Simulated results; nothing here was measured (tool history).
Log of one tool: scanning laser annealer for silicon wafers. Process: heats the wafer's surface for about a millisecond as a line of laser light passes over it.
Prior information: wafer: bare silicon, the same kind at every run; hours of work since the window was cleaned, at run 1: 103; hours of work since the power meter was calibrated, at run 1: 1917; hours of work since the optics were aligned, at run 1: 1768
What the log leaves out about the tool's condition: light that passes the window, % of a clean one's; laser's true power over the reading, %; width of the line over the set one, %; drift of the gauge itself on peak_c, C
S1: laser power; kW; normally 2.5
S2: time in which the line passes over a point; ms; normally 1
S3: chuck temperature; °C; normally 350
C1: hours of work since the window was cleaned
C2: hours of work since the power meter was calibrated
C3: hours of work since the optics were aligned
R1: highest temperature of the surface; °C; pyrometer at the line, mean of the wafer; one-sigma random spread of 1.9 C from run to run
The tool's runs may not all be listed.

run	hour	S1	S2	S3	C1	C2	C3	R1
1	0	2.5	1	350	103	1917	1768	1070
2	35.8	2.5	1	350	129	1943	1794	1067
3	74.5	2.5	1	350	157	1971	1822	1067
4	130.6	2.5	1	350	197	2012	1862	1065
5	166.6	2.5	1	350	223	2038	1888	1063
6	196.7	2.5	1	350	245	2059	1910	1063
# hour 253.5: optics aligned, line set to its width
7	269.6	2.5	1	350	294	2108	12	1048
8	330.6	2.5	1	350	338	2152	56	1052
9	398	2.5	1	350	387	2201	104	1048
10	441.8	2.304	1	350	418	2233	136	979
11	494.6	2.304	1	350	456	2271	174	975
12	566.1	2.304	1	350	508	2322	226	976
13	638.3	2.5	1	350	560	2374	278	1037
14	673.4	2.5	1	350	585	2400	303	1037
# hour 691.4: optics aligned, line set to its width, once more
# hour 693.4: window over the wafer cleaned
15	725.8	2.5	1	350	23	2433	23	1081
16	765.5	2.5	1	368	52	2461	52	1100
17	800.6	2.5	1	368	77	2487	77	1096
18	850.5	2.5	1	380	113	2523	113	1106
19	908.2	2.5	1.13	380	155	2564	155	1154
20	956.2	2.5	1	350	190	2599	190	1073
21	1012.2	2.5	1	350	230	2640	230	1074

Forecast run 22:
22	1056.4	2.5	1	350	262	2671	262	?

Run 22 measured R1 1065 °C.
Minus the tool's unlogged condition, the same run would have read R1 1093 °C.
